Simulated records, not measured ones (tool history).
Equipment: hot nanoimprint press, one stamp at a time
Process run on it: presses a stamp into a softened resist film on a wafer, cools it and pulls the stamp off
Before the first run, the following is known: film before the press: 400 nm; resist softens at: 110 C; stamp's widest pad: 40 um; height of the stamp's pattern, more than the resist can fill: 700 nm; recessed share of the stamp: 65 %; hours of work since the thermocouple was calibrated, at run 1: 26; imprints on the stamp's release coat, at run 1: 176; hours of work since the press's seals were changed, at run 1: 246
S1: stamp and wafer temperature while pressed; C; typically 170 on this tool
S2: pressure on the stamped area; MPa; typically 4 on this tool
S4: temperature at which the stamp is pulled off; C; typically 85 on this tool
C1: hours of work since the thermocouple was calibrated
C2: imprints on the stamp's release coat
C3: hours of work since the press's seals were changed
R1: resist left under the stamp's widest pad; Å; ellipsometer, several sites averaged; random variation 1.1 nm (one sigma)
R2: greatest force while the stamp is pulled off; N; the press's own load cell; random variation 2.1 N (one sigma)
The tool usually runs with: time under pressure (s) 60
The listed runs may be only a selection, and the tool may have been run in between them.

run 1 day=0 | S1=170 S2=4 time_under_pressure_(s)=60 S4=85 | C1=26 C2=176 C3=246 | R1=2037 R2=94
run 2 day=0.367 | S1=170 S2=4 time_under_pressure_(s)=60 S4=85 | C1=33 C2=222 C3=253 | R1=2041 R2=97
run 3 day=1.058 | S1=170 S2=4 time_under_pressure_(s)=60 S4=85 | C1=45 C2=307 C3=266 | R1=2022 R2=103
run 4 day=1.654 | S1=170 S2=4 time_under_pressure_(s)=60 S4=85 | C1=56 C2=380 C3=276 | R1=2027 R2=101
run 5 day=2.208 | S1=170 S2=4 time_under_pressure_(s)=51 S4=85 | C1=66 C2=448 C3=287 | R1=2157 R2=104
run 6 day=3.021 | S1=181 S2=4 time_under_pressure_(s)=60 S4=85 | C1=81 C2=549 C3=301 | R1=1356 R2=105
run 7 day=3.458 | S1=181 S2=4 time_under_pressure_(s)=60 S4=85 | C1=89 C2=603 C3=309 | R1=1357 R2=105
run 8 day=3.867 | S1=170 S2=4 time_under_pressure_(s)=60 S4=85 | C1=97 C2=653 C3=317 | R1=2040 R2=107
run 9 day=4.396 | S1=170 S2=4 time_under_pressure_(s)=60 S4=85 | C1=106 C2=718 C3=326 | R1=2042 R2=110
run 10 day=4.762 | S1=170 S2=4 time_under_pressure_(s)=60 S4=85 | C1=113 C2=764 C3=333 | R1=2017 R2=111
run 11 day=5.15 | S1=161 S2=4 time_under_pressure_(s)=60 S4=85 | C1=120 C2=811 C3=340 | R1=2742 R2=111
run 12 day=5.971 | S1=170 S2=4 time_under_pressure_(s)=41 S4=85 | C1=135 C2=913 C3=355 | R1=2306 R2=113
run 13 day=6.604 | S1=170 S2=4 time_under_pressure_(s)=60 S4=85 | C1=147 C2=991 C3=367 | R1=2012 R2=112
run 14 day=6.996 | S1=170 S2=4 time_under_pressure_(s)=60 S4=85 | C1=154 C2=1039 C3=374 | R1=2030 R2=120
-- day=7.171 plate thermocouple calibrated
run 15 day=7.738 | S1=170 S2=4 time_under_pressure_(s)=60 S4=85 | C1=10 C2=1115 C3=385 | R1=1992 R2=119
run 16 day=8.583 | S1=170 S2=4 time_under_pressure_(s)=60 S4=85 | C1=26 C2=1219 C3=400 | R1=2011 R2=117
run 17 day=9.271 | S1=170 S2=4 time_under_pressure_(s)=60 S4=85 | C1=38 C2=1304 C3=413 | R1=2005 R2=118
run 18 day=10.021 | S1=170 S2=3.58 time_under_pressure_(s)=34 S4=85 | C1=52 C2=1396 C3=427 | R1=2499 R2=123
run 19 day=10.788 | S1=172 S2=2.95 time_under_pressure_(s)=60 S4=85 | C1=66 C2=1491 C3=441 | R1=2099 R2=127
run 20 day=11.208 | S1=167 S2=2.95 time_under_pressure_(s)=118 S4=85 | C1=74 C2=1543 C3=448 | R1=1941 R2=131
-- day=11.396 plate thermocouple calibrated, once more
run 21 day=11.708 | S1=168 S2=5.4 time_under_pressure_(s)=60 S4=85 | C1=6 C2=1589 C3=455 | R1=1956 R2=131
-- day=12.117 stamp cleaned and given a new release coat
run 22 day=12.8 | S1=180 S2=2.42 time_under_pressure_(s)=113 S4=78 | C1=21 C2=84 C3=471 | R1=1364 R2=104
run 23 day=13.275 | S1=163 S2=6.07 time_under_pressure_(s)=52 S4=78 | C1=30 C2=142 C3=479 | R1=2360 R2=101
run 24 day=14.108 | S1=178 S2=4 time_under_pressure_(s)=60 S4=85 | C1=45 C2=245 C3=494 | R1=1521 R2=98
run 25 day=14.638 | S1=178 S2=4 time_under_pressure_(s)=60 S4=85 | C1=55 C2=310 C3=504 | R1=1519 R2=103
run 26 day=15.088 | S1=172 S2=5.57 time_under_pressure_(s)=32 S4=75 | C1=63 C2=366 C3=512 | R1=2098 R2=108
run 27 day=15.775 | S1=180 S2=4.25 time_under_pressure_(s)=32 S4=89 | C1=75 C2=451 C3=525 | R1=1792 R2=97
run 28 day=16.308 | S1=180 S2=4.25 time_under_pressure_(s)=32 S4=89 | C1=85 C2=517 C3=535 | R1=1774 R2=97
run 29 day=16.946 | S1=180 S2=6.28 time_under_pressure_(s)=85 S4=78 | C1=97 C2=595 C3=546 | R1=977 R2=114

Here are 4 independent what-if runs from the current tool condition. What would each one return?
run A day=17.696 | S1=171 S2=6.28 time_under_pressure_(s)=37 S4=78 | C1=110 C2=688 C3=560 | R1=? R2=?
run B day=17.696 | S1=170 S2=3.45 time_under_pressure_(s)=52 S4=85 | C1=110 C2=688 C3=560 | R1=? R2=?
run C day=17.696 | S1=170 S2=3.29 time_under_pressure_(s)=60 S4=85 | C1=110 C2=688 C3=560 | R1=? R2=?
run D day=17.696 | S1=173 S2=4 time_under_pressure_(s)=60 S4=72 | C1=110 C2=688 C3=560 | R1=? R2=?

run=A R1=1960 R2=116
run=B R1=2234 R2=103
run=C R1=2163 R2=104
run=D R1=1824 R2=125
Take away the tool's hidden state, keep each run's random variation, and the runs would have read:
run=A R1=1937 R2=99
run=B R1=2238 R2=89
run=C R1=2169 R2=89
run=D R1=1822 R2=108
